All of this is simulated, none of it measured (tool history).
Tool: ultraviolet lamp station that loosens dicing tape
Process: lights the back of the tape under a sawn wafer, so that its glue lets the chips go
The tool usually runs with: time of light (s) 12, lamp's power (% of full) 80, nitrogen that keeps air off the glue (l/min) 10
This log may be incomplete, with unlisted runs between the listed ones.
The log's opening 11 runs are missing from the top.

run   hour  time of light (s)  lamp's power (% of full)  nitrogen that keeps air off the glue (l/min)  hours of work of the lamp  hours of work since the window was cleaned  force that peels the tape off (N)  light that reached the tape (mJ/cm2)
 12  400.9                 12                        80                                            10                        506                                         370                              0.438                                   242
 13  435.3                 15                        80                                            10                        530                                         393                              0.262                                   302
 14  468.2                 15                        80                                            10                        552                                         416                              0.278                                   305
 15  494.4                 12                        80                                            14                        570                                         433                              0.364                                   240
 16  522.8                 13                        72                                            14                        589                                         453                              0.412                                   230
     539.7  -- window cleaned of glue's vapour
 17  570.6                 13                        72                                            14                        622                                          21                              0.279                                   264
 18  596.6                 21                        72                                             4                        639                                          39                              0.318                                   428
 19  616.9                 12                        80                                            18                        653                                          53                              0.223                                   264
 20  642.5                 12                        66                                            10                        671                                          70                               0.58                                   219
 21  663.3                 12                        66                                            10                        685                                          84                               0.59                                   219
 22  698.2                  8                        97                                             5                        709                                         108                              1.092                                   208
 23  740.3                  8                        97                                             5                        737                                         137                              1.097                                   208
 24  760.4                 22                        87                                             5                        751                                         151                              0.172                                   501
 25  799.8                  8                        65                                            10                        778                                         177                              1.398                                   133
 26  823.5                  7                        78                                             5                        794                                         194                              1.836                                   138
 27  850.3                 12                        80                                             6                        812                                         212                              0.779                                   241
 28  869.9                 14                        67                                             9                        826                                         225                              0.569                                   231
     881.9  -- lamp changed
 29  890.5                 14                        67                                             9                          6                                         239                              0.339                                   292
 30  926.3                  8                        61                                             6                         30                                         263                              1.499                                   154

Consider 3 possible next runs. They are alternatives, not a sequence: every one starts from the tool as it was left by run 30. What does each give?
  A  967.8                  9                        61                                             6                         59                                         291                                  ?                                     ?
  B  967.8                  8                        90                                            18                         59                                         291                                  ?                                     ?
  C  967.8                  8                        84                                            10                         59                                         291                                  ?                                     ?

run  force that peels the tape off (N)  light that reached the tape (mJ/cm2)
  A                              1.341                                   163
  B                              0.368                                   216
  C                              0.675                                   204
Had the tool no hidden state, the same runs would have come out as:
run  force that peels the tape off (N)  light that reached the tape (mJ/cm2)
  A                              1.107                                   187
  B                              0.268                                   248
  C                              0.513                                   233

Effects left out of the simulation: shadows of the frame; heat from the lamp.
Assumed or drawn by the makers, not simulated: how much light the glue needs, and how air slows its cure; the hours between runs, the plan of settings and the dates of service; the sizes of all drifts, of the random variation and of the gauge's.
